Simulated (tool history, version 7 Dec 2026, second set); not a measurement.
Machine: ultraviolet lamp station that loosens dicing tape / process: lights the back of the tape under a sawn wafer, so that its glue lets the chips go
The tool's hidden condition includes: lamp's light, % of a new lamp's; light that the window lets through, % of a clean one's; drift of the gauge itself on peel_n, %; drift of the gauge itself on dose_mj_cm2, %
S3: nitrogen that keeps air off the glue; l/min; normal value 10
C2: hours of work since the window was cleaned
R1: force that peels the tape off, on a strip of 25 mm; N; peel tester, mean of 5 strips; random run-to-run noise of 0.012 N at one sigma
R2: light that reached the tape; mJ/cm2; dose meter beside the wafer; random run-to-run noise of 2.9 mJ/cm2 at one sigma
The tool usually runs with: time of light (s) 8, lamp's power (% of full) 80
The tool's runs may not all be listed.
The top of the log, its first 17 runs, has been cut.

Run 18, hour 207.8: usual settings but S3 11 l/min; hours of work of the lamp 161; C2 240. Result: R1 0.662 N, R2 385 mJ/cm2.
Run 19, hour 226.0: usual settings; hours of work of the lamp 170; C2 248. Result: R1 0.682 N, R2 382 mJ/cm2.
Run 20, hour 242.4: usual settings but S3 4 l/min; hours of work of the lamp 177; C2 256. Result: R1 1.081 N, R2 379 mJ/cm2.
Run 21, hour 259.1: usual settings; hours of work of the lamp 184; C2 263. Result: R1 0.671 N, R2 375 mJ/cm2.
Run 22, hour 272.4: usual settings but time of light (s) 5; hours of work of the lamp 190; C2 269. Result: R1 1.447 N, R2 235 mJ/cm2.
Run 23, hour 284.7: usual settings but time of light (s) 5; hours of work of the lamp 196; C2 275. Result: R1 1.464 N, R2 233 mJ/cm2.
Run 24, hour 297.5: usual settings but time of light (s) 5; hours of work of the lamp 202; C2 280. Result: R1 1.518 N, R2 231 mJ/cm2.
Run 25, hour 307.2: usual settings but time of light (s) 5; hours of work of the lamp 206; C2 285. Result: R1 1.480 N, R2 233 mJ/cm2.
Run 26, hour 316.6: usual settings but time of light (s) 14, lamp's power (% of full) 75, S3 9 l/min; hours of work of the lamp 210; C2 289. Result: R1 0.244 N, R2 602 mJ/cm2.
At hour 318.7: window cleaned of glue's vapour.
Run 27, hour 333.5: usual settings but lamp's power (% of full) 62; hours of work of the lamp 218; C2 7. Result: R1 1.286 N, R2 267 mJ/cm2.
Run 28, hour 351.4: usual settings but lamp's power (% of full) 62; hours of work of the lamp 226; C2 15. Result: R1 1.252 N, R2 262 mJ/cm2.
Run 29, hour 361.8: usual settings but lamp's power (% of full) 62; hours of work of the lamp 230; C2 19. Result: R1 1.228 N, R2 265 mJ/cm2.
Run 30, hour 377.6: usual settings but time of light (s) 11, lamp's power (% of full) 62; hours of work of the lamp 238; C2 27. Result: R1 0.762 N, R2 363 mJ/cm2.
Run 31, hour 395.2: usual settings but time of light (s) 11, lamp's power (% of full) 62; hours of work of the lamp 245; C2 34. Result: R1 0.770 N, R2 353 mJ/cm2.
Run 32, hour 408.6: usual settings but lamp's power (% of full) 94; hours of work of the lamp 252; C2 40. Result: R1 0.623 N, R2 396 mJ/cm2.
At hour 423.6: window cleaned of glue's vapour, once more.
Run 33, hour 423.8: usual settings but lamp's power (% of full) 60, S3 9 l/min; hours of work of the lamp 258; C2 0. Result: R1 1.038 N, R2 308 mJ/cm2.
Run 34, hour 431.9: usual settings but time of light (s) 4, S3 12 l/min; hours of work of the lamp 262; C2 4. Result: R1 1.712 N, R2 201 mJ/cm2.
Run 35, hour 446.7: usual settings but time of light (s) 4, S3 12 l/min; hours of work of the lamp 268; C2 10. Result: R1 1.714 N, R2 200 mJ/cm2.
Run 36, hour 454.4: usual settings but time of light (s) 4, S3 12 l/min; hours of work of the lamp 272; C2 14. Result: R1 1.681 N, R2 200 mJ/cm2.
Run 37, hour 465.8: usual settings but time of light (s) 4, S3 6 l/min; hours of work of the lamp 277; C2 19. Result: R1 1.988 N, R2 201 mJ/cm2.
Run 38, hour 473.6: usual settings but time of light (s) 10, lamp's power (% of full) 92, S3 7 l/min; hours of work of the lamp 281; C2 22. Result: R1 0.330 N, R2 583 mJ/cm2.
Run 39, hour 487.1: usual settings but S3 16 l/min; hours of work of the lamp 287; C2 29. Result: R1 0.500 N, R2 406 mJ/cm2.
Run 40, hour 503.2: usual settings but lamp's power (% of full) 65, S3 15 l/min; hours of work of the lamp 294; C2 36. Result: R1 0.778 N, R2 328 mJ/cm2.
Run 41, hour 517.6: usual settings but time of light (s) 5, lamp's power (% of full) 64, S3 14 l/min; hours of work of the lamp 300; C2 42. Result: R1 1.697 N, R2 198 mJ/cm2.
Run 42, hour 531.8: usual settings but time of light (s) 13, lamp's power (% of full) 74; hours of work of the lamp 307; C2 49. Result: R1 0.231 N, R2 596 mJ/cm2.

Below are 3 alternative next runs, each starting from the tool's condition after run 42. Predict each:
Run A, hour 547.0: usual settings but lamp's power (% of full) 70, S3 9 l/min; hours of work of the lamp 314; C2 56. Result: R1 ?, R2 ?.
Run B, hour 547.0: usual settings but time of light (s) 4; hours of work of the lamp 314; C2 56. Result: R1 ?, R2 ?.
Run C, hour 547.0: usual settings but lamp's power (% of full) 74, S3 3 l/min; hours of work of the lamp 314; C2 56. Result: R1 ?, R2 ?.

run     R1   R2
  A  0.875  344
  B  1.785  199
  C  1.266  364
The same runs, with their run-to-run variation unchanged, on a tool lacking any hidden condition would have given:
run     R1   R2
  A  0.748  375
  B  1.623  216
  C  1.119  396

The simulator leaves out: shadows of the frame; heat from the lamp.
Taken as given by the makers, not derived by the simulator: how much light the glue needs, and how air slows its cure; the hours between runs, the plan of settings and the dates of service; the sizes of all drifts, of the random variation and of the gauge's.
